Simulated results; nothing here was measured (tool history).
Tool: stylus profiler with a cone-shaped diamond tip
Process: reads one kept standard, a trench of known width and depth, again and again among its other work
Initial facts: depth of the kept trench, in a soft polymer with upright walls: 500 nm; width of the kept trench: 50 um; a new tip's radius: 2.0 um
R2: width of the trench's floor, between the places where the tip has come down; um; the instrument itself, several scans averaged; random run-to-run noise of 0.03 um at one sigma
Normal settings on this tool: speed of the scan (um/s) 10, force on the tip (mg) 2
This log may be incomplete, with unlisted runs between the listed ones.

run 1 day=0 | speed_of_the_scan_(um/s)=10 force_on_the_tip_(mg)=2 | depth_of_the_trench_(Å)=5049.1 R2=47.12
run 2 day=0.638 | speed_of_the_scan_(um/s)=10 force_on_the_tip_(mg)=2 | depth_of_the_trench_(Å)=5048.3 R2=47.18
run 3 day=0.967 | speed_of_the_scan_(um/s)=10 force_on_the_tip_(mg)=2 | depth_of_the_trench_(Å)=5047.9 R2=47.17
run 4 day=1.279 | speed_of_the_scan_(um/s)=10 force_on_the_tip_(mg)=2 | depth_of_the_trench_(Å)=5050.4 R2=47.15
run 5 day=1.767 | speed_of_the_scan_(um/s)=10 force_on_the_tip_(mg)=2 | depth_of_the_trench_(Å)=5048.2 R2=47.17
run 6 day=2.162 | speed_of_the_scan_(um/s)=6 force_on_the_tip_(mg)=2 | depth_of_the_trench_(Å)=5047.1 R2=47.19
run 7 day=2.433 | speed_of_the_scan_(um/s)=10 force_on_the_tip_(mg)=2 | depth_of_the_trench_(Å)=5047.5 R2=47.19
run 8 day=2.979 | speed_of_the_scan_(um/s)=10 force_on_the_tip_(mg)=2 | depth_of_the_trench_(Å)=5047.7 R2=47.13
run 9 day=3.342 | speed_of_the_scan_(um/s)=10 force_on_the_tip_(mg)=2 | depth_of_the_trench_(Å)=5049.5 R2=47.12
run 10 day=3.971 | speed_of_the_scan_(um/s)=10 force_on_the_tip_(mg)=2 | depth_of_the_trench_(Å)=5048.1 R2=47.17
run 11 day=4.458 | speed_of_the_scan_(um/s)=10 force_on_the_tip_(mg)=2 | depth_of_the_trench_(Å)=5051.4 R2=47.2
run 12 day=5.029 | speed_of_the_scan_(um/s)=10 force_on_the_tip_(mg)=2 | depth_of_the_trench_(Å)=5049.4 R2=47.15
run 13 day=5.525 | speed_of_the_scan_(um/s)=10 force_on_the_tip_(mg)=2 | depth_of_the_trench_(Å)=5048.7 R2=47.11
run 14 day=5.888 | speed_of_the_scan_(um/s)=10 force_on_the_tip_(mg)=3.06 | depth_of_the_trench_(Å)=5065.5 R2=47.15
run 15 day=6.362 | speed_of_the_scan_(um/s)=10 force_on_the_tip_(mg)=1.24 | depth_of_the_trench_(Å)=5035.3 R2=47.16
run 16 day=6.808 | speed_of_the_scan_(um/s)=35 force_on_the_tip_(mg)=1.24 | depth_of_the_trench_(Å)=5036.7 R2=46.96
run 17 day=7.354 | speed_of_the_scan_(um/s)=5 force_on_the_tip_(mg)=2 | depth_of_the_trench_(Å)=5049.4 R2=47.16
run 18 day=7.704 | speed_of_the_scan_(um/s)=5 force_on_the_tip_(mg)=2 | depth_of_the_trench_(Å)=5049.5 R2=47.16
run 19 day=8.308 | speed_of_the_scan_(um/s)=10 force_on_the_tip_(mg)=4.36 | depth_of_the_trench_(Å)=5085.3 R2=47.15
run 20 day=8.7 | speed_of_the_scan_(um/s)=10 force_on_the_tip_(mg)=1.12 | depth_of_the_trench_(Å)=5032.5 R2=47.1
run 21 day=9.121 | speed_of_the_scan_(um/s)=10 force_on_the_tip_(mg)=1.12 | depth_of_the_trench_(Å)=5035.3 R2=47.07
run 22 day=9.675 | speed_of_the_scan_(um/s)=10 force_on_the_tip_(mg)=1.12 | depth_of_the_trench_(Å)=5033.5 R2=47.12
run 23 day=9.962 | speed_of_the_scan_(um/s)=10 force_on_the_tip_(mg)=1.12 | depth_of_the_trench_(Å)=5035.8 R2=47.09
run 24 day=10.45 | speed_of_the_scan_(um/s)=5 force_on_the_tip_(mg)=5 | depth_of_the_trench_(Å)=5090 R2=47.18

Forecast run 25:
run 25 day=10.842 | speed_of_the_scan_(um/s)=8 force_on_the_tip_(mg)=0.86 | depth_of_the_trench_(Å)=? R2=?

Run 25 yielded depth of the trench (Å) 5029.7, R2 47.12 um.
Take away the tool's hidden state, keep the run-to-run variation as it was, and the same run would have given depth of the trench (Å) 5029, R2 47.32 um.
